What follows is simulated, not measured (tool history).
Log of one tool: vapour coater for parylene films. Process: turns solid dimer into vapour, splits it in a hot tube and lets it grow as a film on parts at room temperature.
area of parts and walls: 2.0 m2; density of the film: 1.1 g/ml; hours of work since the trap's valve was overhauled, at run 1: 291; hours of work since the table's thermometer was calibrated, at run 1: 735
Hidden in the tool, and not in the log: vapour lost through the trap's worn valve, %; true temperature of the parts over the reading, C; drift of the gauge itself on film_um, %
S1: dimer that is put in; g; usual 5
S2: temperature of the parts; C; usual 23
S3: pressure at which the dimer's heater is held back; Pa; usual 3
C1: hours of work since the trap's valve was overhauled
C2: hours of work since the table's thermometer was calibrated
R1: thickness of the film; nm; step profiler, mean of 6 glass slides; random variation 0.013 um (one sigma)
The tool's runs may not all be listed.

{"run": 1, "hour": 0.0, "S1": 5, "S2": 23, "S3": 3, "C1": 291, "C2": 735, "R1": 1770}
{"run": 2, "hour": 31.2, "S1": 2, "S2": 23, "S3": 3, "C1": 311, "C2": 755, "R1": 710}
{"run": 3, "hour": 49.2, "S1": 5, "S2": 23, "S3": 2.31, "C1": 323, "C2": 766, "R1": 1810}
{"run": 4, "hour": 81.6, "S1": 5, "S2": 34, "S3": 3, "C1": 343, "C2": 786, "R1": 1490}
{"run": 5, "hour": 102.3, "S1": 5, "S2": 34, "S3": 3, "C1": 356, "C2": 800, "R1": 1480}
{"run": 6, "hour": 126.9, "S1": 5, "S2": 34, "S3": 3, "C1": 372, "C2": 815, "R1": 1490}
{"run": 7, "hour": 140.5, "S1": 5, "S2": 34, "S3": 3, "C1": 380, "C2": 824, "R1": 1470}
{"run": 8, "hour": 158.8, "S1": 5, "S2": 20, "S3": 3, "C1": 392, "C2": 835, "R1": 1840}
{"run": 9, "hour": 184.6, "S1": 5, "S2": 20, "S3": 3, "C1": 408, "C2": 852, "R1": 1840}
{"run": 10, "hour": 203.5, "S1": 5, "S2": 16, "S3": 3, "C1": 420, "C2": 863, "R1": 1970}
{"run": 11, "hour": 229.5, "S1": 7, "S2": 31, "S3": 3.11, "C1": 436, "C2": 880, "R1": 2140}
{"run": 12, "hour": 255.8, "S1": 8, "S2": 31, "S3": 4.69, "C1": 453, "C2": 896, "R1": 2330}
{"run": 13, "hour": 270.9, "S1": 5, "S2": 20, "S3": 6.64, "C1": 463, "C2": 906, "R1": 1650}
{"hour": 277.3, "done": "trap's valve overhauled"}
{"run": 14, "hour": 293.0, "S1": 3, "S2": 23, "S3": 8.84, "C1": 10, "C2": 917, "R1": 880}
{"run": 15, "hour": 323.8, "S1": 5, "S2": 23, "S3": 5.52, "C1": 29, "C2": 937, "R1": 1550}
{"run": 16, "hour": 338.8, "S1": 3, "S2": 29, "S3": 8.55, "C1": 39, "C2": 946, "R1": 800}
{"run": 17, "hour": 366.8, "S1": 4, "S2": 28, "S3": 2.98, "C1": 57, "C2": 964, "R1": 1190}
{"run": 18, "hour": 390.9, "S1": 3, "S2": 23, "S3": 6.04, "C1": 72, "C2": 979, "R1": 920}
{"run": 19, "hour": 411.8, "S1": 3, "S2": 23, "S3": 6.04, "C1": 85, "C2": 993, "R1": 910}

5 ways to go on from here, each from the tool as it stands after run 19. What would each give?
{"hour": 439.3, "done": "trap's valve overhauled, once more"}
{"run": "A", "hour": 439.3, "S1": 5, "S2": 23, "S3": 10.44, "C1": 0, "C2": 1007, "R1": "?"}
{"hour": 439.3, "done": "trap's valve overhauled, once more"}
{"run": "B", "hour": 439.3, "S1": 5, "S2": 23, "S3": 3.06, "C1": 0, "C2": 1007, "R1": "?"}
{"hour": 439.3, "done": "trap's valve overhauled, once more"}
{"run": "C", "hour": 439.3, "S1": 5, "S2": 23, "S3": 2.65, "C1": 0, "C2": 1007, "R1": "?"}
{"hour": 439.3, "done": "trap's valve overhauled, once more"}
{"run": "D", "hour": 439.3, "S1": 3, "S2": 28, "S3": 4.97, "C1": 0, "C2": 1007, "R1": "?"}
{"hour": 439.3, "done": "trap's valve overhauled, once more"}
{"run": "E", "hour": 439.3, "S1": 5, "S2": 23, "S3": 3.69, "C1": 0, "C2": 1007, "R1": "?"}

run=A R1=1660
run=B R1=1870
run=C R1=1890
run=D R1=980
run=E R1=1830
Without the tool's hidden state the same runs would have given:
run=A R1=1640
run=B R1=1850
run=C R1=1870
run=D R1=970
run=E R1=1810
